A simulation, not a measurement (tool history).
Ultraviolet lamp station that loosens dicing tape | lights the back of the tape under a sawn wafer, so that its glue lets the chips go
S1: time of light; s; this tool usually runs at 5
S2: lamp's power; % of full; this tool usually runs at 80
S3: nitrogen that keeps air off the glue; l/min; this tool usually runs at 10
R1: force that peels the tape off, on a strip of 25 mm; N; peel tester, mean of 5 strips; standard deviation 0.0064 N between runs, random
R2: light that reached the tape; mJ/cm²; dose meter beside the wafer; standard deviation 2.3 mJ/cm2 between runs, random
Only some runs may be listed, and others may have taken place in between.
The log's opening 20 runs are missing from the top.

run 21 hour=214.0 | S1=5 S2=80 S3=10 | R1=0.342 R2=182
run 22 hour=226.1 | S1=5 S2=80 S3=10 | R1=0.364 R2=178
run 23 hour=235.0 | S1=5 S2=90 S3=10 | R1=0.267 R2=203
run 24 hour=250.9 | S1=5 S2=70 S3=13 | R1=0.387 R2=158
run 25 hour=263.4 | S1=4 S2=61 S3=9 | R1=1.116 R2=108
run 26 hour=270.2 | S1=6 S2=73 S3=14 | R1=0.207 R2=193
run 27 hour=277.7 | S1=3 S2=81 S3=7 | R1=1.362 R2=110
run 28 hour=289.8 | S1=5 S2=91 S3=5 | R1=0.541 R2=197
run 29 hour=302.8 | S1=3 S2=80 S3=20 | R1=0.722 R2=107
run 30 hour=310.6 | S1=3 S2=80 S3=20 | R1=0.716 R2=101
run 31 hour=325.5 | S1=3 S2=80 S3=20 | R1=0.725 R2=102
run 32 hour=332.2 | S1=3 S2=80 S3=20 | R1=0.713 R2=104
run 33 hour=347.5 | S1=9 S2=91 S3=7 | R1=0.116 R2=350
run 34 hour=359.0 | S1=9 S2=88 S3=20 | R1=0.074 R2=337
run 35 hour=371.2 | S1=10 S2=67 S3=12 | R1=0.096 R2=288
run 36 hour=382.6 | S1=10 S2=67 S3=12 | R1=0.102 R2=283
run 37 hour=393.2 | S1=5 S2=69 S3=12 | R1=0.538 R2=144
run 38 hour=408.8 | S1=9 S2=71 S3=15 | R1=0.107 R2=264
run 39 hour=416.8 | S1=7 S2=71 S3=9 | R1=0.292 R2=205
run 40 hour=423.7 | S1=3 S2=89 S3=5 | R1=1.646 R2=109
-- hour=433.0 window cleaned of glue's vapour
run 41 hour=436.4 | S1=6 S2=70 S3=6 | R1=0.505 R2=197
run 42 hour=448.4 | S1=5 S2=83 S3=19 | R1=0.180 R2=192
run 43 hour=461.2 | S1=5 S2=86 S3=10 | R1=0.279 R2=199
run 44 hour=468.3 | S1=3 S2=93 S3=9 | R1=0.829 R2=131
run 45 hour=483.5 | S1=3 S2=93 S3=9 | R1=0.846 R2=127

Predict each of these 3 candidate next runs independently; none follows another, all start after run 45:
run A hour=492.4 | S1=5 S2=80 S3=5 | R1=? R2=?
run B hour=492.4 | S1=3 S2=93 S3=5 | R1=? R2=?
run C hour=492.4 | S1=3 S2=71 S3=16 | R1=? R2=?

run=A R1=0.692 R2=182
run=B R1=1.392 R2=124
run=C R1=0.977 R2=96
Had the tool no hidden state, the same runs would have come out as:
run=A R1=0.408 R2=230
run=B R1=0.937 R2=158
run=C R1=0.611 R2=121

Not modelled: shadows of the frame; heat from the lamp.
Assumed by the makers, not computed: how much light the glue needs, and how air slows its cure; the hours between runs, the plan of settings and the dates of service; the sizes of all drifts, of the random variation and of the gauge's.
